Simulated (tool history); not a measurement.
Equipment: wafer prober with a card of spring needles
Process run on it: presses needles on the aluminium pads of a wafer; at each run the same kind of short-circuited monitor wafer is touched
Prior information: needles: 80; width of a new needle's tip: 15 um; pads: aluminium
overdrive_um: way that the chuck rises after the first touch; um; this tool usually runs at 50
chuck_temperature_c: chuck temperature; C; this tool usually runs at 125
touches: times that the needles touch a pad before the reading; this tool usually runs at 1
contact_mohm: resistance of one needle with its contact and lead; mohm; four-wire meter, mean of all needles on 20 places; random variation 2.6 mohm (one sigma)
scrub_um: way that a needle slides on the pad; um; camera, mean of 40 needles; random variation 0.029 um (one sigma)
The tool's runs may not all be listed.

| run | hour | overdrive_um | chuck_temperature_c | touches | contact_mohm | scrub_um |
|---|---|---|---|---|---|---|
| 1 | 0 | 50 | 125 | 1 | 361 | 7.03 |
|  | 7.9 | tips cleaned on abrasive film |
| 2 | 10 | 50 | 37 | 1 | 302 | 7.03 |
| 3 | 15.9 | 50 | 125 | 3 | 318 | 7.09 |
| 4 | 26 | 50 | 125 | 3 | 321 | 7.02 |
|  | 30 | tips cleaned on abrasive film |
| 5 | 30.9 | 50 | 125 | 3 | 300 | 7 |
| 6 | 40.6 | 50 | 125 | 1 | 353 | 6.96 |
| 7 | 48.1 | 50 | 125 | 1 | 365 | 7.01 |
|  | 52.2 | tips cleaned on abrasive film |
| 8 | 58.6 | 42 | 97 | 2 | 337 | 5.94 |
| 9 | 67.3 | 47 | 46 | 2 | 321 | 6.62 |
|  | 74 | tips cleaned on abrasive film |
| 10 | 74 | 47 | 46 | 2 | 275 | 6.51 |
| 11 | 82.2 | 47 | 46 | 2 | 319 | 6.61 |
| 12 | 89.5 | 50 | 125 | 1 | 361 | 7.03 |
|  | 96 | tips cleaned on abrasive film |
| 13 | 96 | 38 | 29 | 3 | 274 | 5.27 |
| 14 | 106.4 | 38 | 56 | 3 | 327 | 5.32 |

Predict each of these 4 candidate next runs independently; none follows another, all start after run 14:
| A | 111.6 | 50 | 34 | 1 | ? | ? |
| B | 111.6 | 53 | 56 | 2 | ? | ? |
| C | 111.6 | 62 | 125 | 1 | ? | ? |
| D | 111.6 | 44 | 55 | 1 | ? | ? |

| run | contact_mohm | scrub_um |
|---|---|---|
| A | 349 | 7.01 |
| B | 313 | 7.44 |
| C | 336 | 8.69 |
| D | 372 | 6.11 |
With the hidden condition removed and each run's random variation left untouched, the same runs would have given:
| run | contact_mohm | scrub_um |
|---|---|---|
| A | 269 | 7.09 |
| B | 271 | 7.52 |
| C | 289 | 8.76 |
| D | 274 | 6.19 |
